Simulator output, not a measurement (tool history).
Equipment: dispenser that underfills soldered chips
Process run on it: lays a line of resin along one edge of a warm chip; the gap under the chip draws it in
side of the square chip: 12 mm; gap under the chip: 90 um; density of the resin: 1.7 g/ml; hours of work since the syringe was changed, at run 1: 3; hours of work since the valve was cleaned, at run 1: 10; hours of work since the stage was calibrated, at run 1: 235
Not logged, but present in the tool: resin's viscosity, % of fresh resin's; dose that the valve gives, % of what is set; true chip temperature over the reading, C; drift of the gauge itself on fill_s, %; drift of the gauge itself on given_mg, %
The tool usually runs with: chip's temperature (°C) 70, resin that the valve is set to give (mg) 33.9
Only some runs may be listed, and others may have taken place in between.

run	hour	chip's temperature (°C)	resin that the valve is set to give (mg)	hours of work since the syringe was changed	hours of work since the valve was cleaned	hours of work since the stage was calibrated	time until the resin shows at the far edge (s)	resin that the valve gave (mg)
1	0.0	70	33.9	3	10	235	116.0	33.74
2	4.7	70	33.9	6	14	238	138.6	33.43
# hour 8.4: new syringe of resin
3	10.7	61	33.9	1	17	242	151.4	33.55
4	19.0	62	33.9	7	23	247	192.6	33.32
# hour 21.1: new syringe of resin
5	26.3	62	33.9	3	27	252	158.6	33.50
# hour 34.0: new syringe of resin
6	35.7	62	33.9	1	33	258	142.4	33.11
7	45.1	70	33.9	7	39	264	147.8	33.16
# hour 47.0: new syringe of resin
8	54.3	70	33.9	5	45	270	129.9	33.02
9	58.9	70	33.9	8	48	273	152.2	32.99
# hour 59.9: new syringe of resin
10	67.6	70	33.9	5	53	278	131.7	32.98
# hour 72.5: new syringe of resin
11	73.7	68	34.3	1	57	282	114.0	33.45
12	82.7	68	34.3	7	63	288	155.6	33.26
# hour 85.5: new syringe of resin
13	90.7	68	34.3	3	68	293	129.5	32.85
14	94.8	68	34.3	6	71	296	150.8	33.22
# hour 98.2: new syringe of resin
15	100.3	66	43.1	1	74	299	122.4	41.45
16	109.2	70	38.9	7	80	305	146.7	37.37
# hour 110.8: new syringe of resin
17	114.7	57	43.8	3	83	308	178.0	42.23
18	120.5	76	33.3	6	87	312	119.3	32.08
# hour 123.8: new syringe of resin
19	129.0	76	33.3	3	92	317	100.5	31.54
20	134.3	78	33.9	7	96	321	116.4	32.49

Some steps in time until the resin shows at the far edge (s), run to run, broken into two amounts with sign: the step expected even without the hidden condition (settings, incoming material, random variation), and the rest, left for the hidden condition together with whatever gauge scatter is not in both the measured and the hidden-condition-free result:
Run 3 -> 4: chip's temperature (°C) 61 -> 62. time until the resin shows at the far edge (s) +41.2: hidden state +49.3, all else -8.1.
Run 11 -> 12: nothing adjusted, nothing logged. time until the resin shows at the far edge (s) +41.6: hidden state +43.3, all else -1.7.
Run 17 -> 18: chip's temperature (°C) 57 -> 76, resin that the valve is set to give (mg) 43.8 -> 33.3. time until the resin shows at the far edge (s) -58.7: hidden state +10.1, all else -68.8.
